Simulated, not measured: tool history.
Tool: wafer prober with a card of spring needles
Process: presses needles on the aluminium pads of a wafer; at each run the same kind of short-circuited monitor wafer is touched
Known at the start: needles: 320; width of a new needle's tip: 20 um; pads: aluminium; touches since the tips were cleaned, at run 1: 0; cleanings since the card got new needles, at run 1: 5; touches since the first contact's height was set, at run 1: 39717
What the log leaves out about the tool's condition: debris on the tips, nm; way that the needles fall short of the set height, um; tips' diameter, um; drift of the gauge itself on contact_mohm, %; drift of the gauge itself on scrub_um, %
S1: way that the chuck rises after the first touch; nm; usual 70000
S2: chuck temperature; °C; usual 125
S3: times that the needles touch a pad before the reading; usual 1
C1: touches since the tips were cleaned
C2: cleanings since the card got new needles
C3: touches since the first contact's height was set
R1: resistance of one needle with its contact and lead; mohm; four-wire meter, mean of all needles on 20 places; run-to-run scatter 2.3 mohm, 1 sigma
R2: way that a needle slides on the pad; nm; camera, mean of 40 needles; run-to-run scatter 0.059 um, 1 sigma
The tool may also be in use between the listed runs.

run	hour	S1	S2	S3	C1	C2	C3	R1	R2
1	0	70000	125	1	0	5	39717	272	9880
2	14.6	70000	125	1	4063	5	43780	331	10070
# hour 27.8: tips cleaned on abrasive film
3	28.3	70000	125	1	138	6	47558	395	10000
4	43	70000	125	1	4202	6	51622	368	9930
# hour 55.7: tips cleaned on abrasive film
5	61.1	70000	125	1	1495	7	56628	300	10000
6	69.5	70000	125	1	3819	7	58952	330	9930
# hour 73.8: tips cleaned on abrasive film, once more
7	82.9	70000	125	1	2508	8	62640	318	9980
8	92.8	80000	125	1	5267	8	65399	323	11520
# hour 101.2: tips cleaned on abrasive film
9	101.2	80000	125	1	0	9	67699	261	11400
10	119.6	80000	125	1	5123	9	72822	320	11310
# hour 130: tips cleaned on abrasive film
11	131.7	80000	125	1	476	10	76143	274	11280
12	148.8	70000	41	1	5223	10	80890	330	9970
# hour 158.2: tips cleaned on abrasive film
13	158.2	73000	125	1	0	11	83476	255	10360
14	170.8	73000	125	1	3490	11	86966	317	10420
15	185.2	73000	125	1	7496	11	90972	338	10380
# hour 187: tips cleaned on abrasive film
16	203.3	73000	125	1	4529	12	95986	325	10300
# hour 214.6: tips cleaned on abrasive film
17	222.6	73000	125	1	2211	13	101301	304	10420
18	241.1	61000	55	1	7339	13	106429	379	8530
# hour 242: tips cleaned on abrasive film
19	257.8	68000	49	3	4385	14	111051	269	9550
# hour 270.6: tips cleaned on abrasive film
20	272.7	68000	49	3	584	15	115171	249	9580
21	284.5	68000	49	3	3861	15	118448	270	9600
# hour 298.2: tips cleaned on abrasive film
22	298.5	68000	49	3	73	16	122287	239	9600
23	308.3	63000	49	3	2812	16	125026	266	8870
24	317.3	58000	49	3	5294	16	127508	295	8100
# hour 326.2: tips cleaned on abrasive film
25	332.9	70000	125	2	1877	17	131835	291	9850
26	348.1	70000	125	2	6086	17	136044	308	9780
# hour 354.6: tips cleaned on abrasive film
27	359.7	70000	90	1	1413	18	139242	290	9880
28	368.9	70000	33	1	3969	18	141798	324	9850
29	377.9	70000	33	1	6451	18	144280	344	9870
# hour 382.2: tips cleaned on abrasive film
30	393.5	85000	42	1	3132	19	148592	288	11920
# hour 410.2: tips cleaned on abrasive film
31	412.6	67000	29	1	688	20	153884	270	9360
32	425.7	63000	122	3	4317	20	157513	293	8730
33	435.6	68000	50	1	7071	20	160267	357	9410
# hour 438.4: tips cleaned on abrasive film
34	452.5	63000	125	2	3910	21	164927	316	8780

Alternative continuations, all from the tool just after run 34; predict every row:
# hour 466.2: tips cleaned on abrasive film
A	467.2	59000	27	1	294	22	168978	?	?
# hour 466.2: tips cleaned on abrasive film
B	467.2	70000	125	1	294	22	168978	?	?
# hour 466.2: tips cleaned on abrasive film
C	467.2	87000	111	1	294	22	168978	?	?
# hour 466.2: tips cleaned on abrasive film
D	467.2	60000	106	2	294	22	168978	?	?

run	R1	R2
A	255	8180
B	273	9650
C	260	12300
D	265	8290
Stripped of hidden state, with their random variation kept, the same runs would have yielded:
run	R1	R2
A	232	8490
B	258	9950
C	250	12610
D	252	8600
